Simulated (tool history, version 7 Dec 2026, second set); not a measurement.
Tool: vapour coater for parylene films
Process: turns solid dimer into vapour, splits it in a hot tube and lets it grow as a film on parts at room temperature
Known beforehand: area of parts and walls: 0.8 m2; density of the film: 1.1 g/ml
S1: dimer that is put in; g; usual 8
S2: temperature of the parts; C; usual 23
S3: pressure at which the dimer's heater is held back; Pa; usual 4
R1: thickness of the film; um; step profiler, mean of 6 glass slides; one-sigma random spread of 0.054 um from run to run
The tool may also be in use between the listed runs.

run	hour	S1	S2	S3	R1
1	0	8	23	4	5.66
2	16.7	8	27	4	5.15
3	37	8	23	4	5.6
4	57.2	8	23	4	5.49
5	71.8	8	23	4	5.46
# hour 83: trap's valve overhauled
6	95.5	8	23	4	6.27
# hour 97.7: table's thermometer calibrated
7	109.5	8	23	4	6.32
8	125.2	5	20	3.96	4.22
9	134.7	5	20	3.96	4.12
10	145.4	5	20	3.96	4.12
# hour 147.7: table's thermometer calibrated, once more
11	158.3	6	28	4.33	4.05

Measured minus without-hidden-state, run by run (identical run-to-run variation in each term; gauge scatter may differ):
The hidden state here: vapour lost through the trap's worn valve, %; true temperature of the parts over the reading, C; drift of the gauge itself on film_um, %.
run	R1
1	-0.59
2	-0.58
3	-0.69
4	-0.74
5	-0.77
6	-0.05
7	-0.07
8	-0.08
9	-0.1
10	-0.11
11	-0.16
